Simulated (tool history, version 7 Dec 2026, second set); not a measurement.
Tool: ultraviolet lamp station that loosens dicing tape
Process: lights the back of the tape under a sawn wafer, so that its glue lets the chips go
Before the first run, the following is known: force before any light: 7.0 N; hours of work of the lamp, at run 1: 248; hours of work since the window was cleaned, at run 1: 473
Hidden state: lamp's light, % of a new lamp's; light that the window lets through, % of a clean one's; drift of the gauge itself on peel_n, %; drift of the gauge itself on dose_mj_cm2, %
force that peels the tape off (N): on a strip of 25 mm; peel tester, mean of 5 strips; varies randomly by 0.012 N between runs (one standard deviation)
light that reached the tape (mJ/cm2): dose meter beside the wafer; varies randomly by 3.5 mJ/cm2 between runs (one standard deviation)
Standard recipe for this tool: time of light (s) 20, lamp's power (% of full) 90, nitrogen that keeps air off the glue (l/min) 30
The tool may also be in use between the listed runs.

run   hour  time of light (s)  lamp's power (% of full)  nitrogen that keeps air off the glue (l/min)  hours of work of the lamp  hours of work since the window was cleaned  force that peels the tape off (N)  light that reached the tape (mJ/cm2)
  1      0                 20                        90                                            30                        248                                         473                              0.807                                   468
  2    7.8                 20                        90                                            30                        255                                         479                              0.823                                   459
  3   17.1                 20                        90                                            30                        262                                         486                              0.845                                   470
  4   22.5                 20                        90                                            30                        266                                         491                              0.814                                   458
  5   30.8                 20                        90                                            30                        273                                         497                              0.827                                   461
  6   37.4                 20                        90                                            30                        278                                         502                              0.842                                   461
  7   46.2                 20                        90                                            30                        285                                         509                              0.838                                   457
  8   55.4                 20                        90                                            30                        292                                         516                              0.869                                   458
  9   62.9                 20                        90                                            30                        298                                         522                              0.855                                   447
 10   68.3                 20                        65                                            30                        302                                         526                              1.555                                   327
 11   74.8                 20                        65                                            30                        307                                         531                              1.527                                   327
 12   83.3                 33                        90                                            30                        314                                         538                              0.292                                   736
 13   92.1                 27                        90                                            30                        320                                         545                              0.453                                   608
      93.3  -- window cleaned of glue's vapour
 14  101.9                 23                        62                                            30                        328                                           7                              1.547                                   325
 15  107.5                 23                        62                                            30                        332                                          11                              1.613                                   323
 16    117                 27                        66                                            30                        340                                          19                              1.063                                   402
 17  127.1                 27                        79                                            30                        347                                          27                              0.755                                   476
 18  131.5                 13                        67                                            27                        351                                          30                              2.876                                   194
 19  135.9                 13                        67                                            27                        354                                          33                              2.936                                   190
     137.1  -- window cleaned of glue's vapour, once more
 20  145.1                 13                        67                                            27                        361                                           6                              2.326                                   246
 21  151.4                 20                        90                                            32                        366                                          11                              0.652                                   503
 22  158.6                 20                        90                                            32                        372                                          17                              0.669                                   503
 23  166.3                 33                        67                                            14                        378                                          23                              0.902                                   616

4 ways to go on from here, each from the tool as it stands after run 23. What would each give?
  A  172.6                 33                        99                                            14                        383                                          28                                  ?                                     ?
  B  172.6                 20                        83                                            55                        383                                          28                                  ?                                     ?
  C  172.6                 11                        90                                            30                        383                                          28                                  ?                                     ?
  D  172.6                 24                        90                                            54                        383                                          28                                  ?                                     ?

run  force that peels the tape off (N)  light that reached the tape (mJ/cm2)
  A                              0.368                                   917
  B                              0.519                                   459
  C                              1.887                                   276
  D                              0.284                                   602
Stripped of hidden state, with their random variation kept, the same runs would have yielded:
run  force that peels the tape off (N)  light that reached the tape (mJ/cm2)
  A                              0.271                                  1034
  B                              0.389                                   518
  C                              1.605                                   311
  D                               0.21                                   679
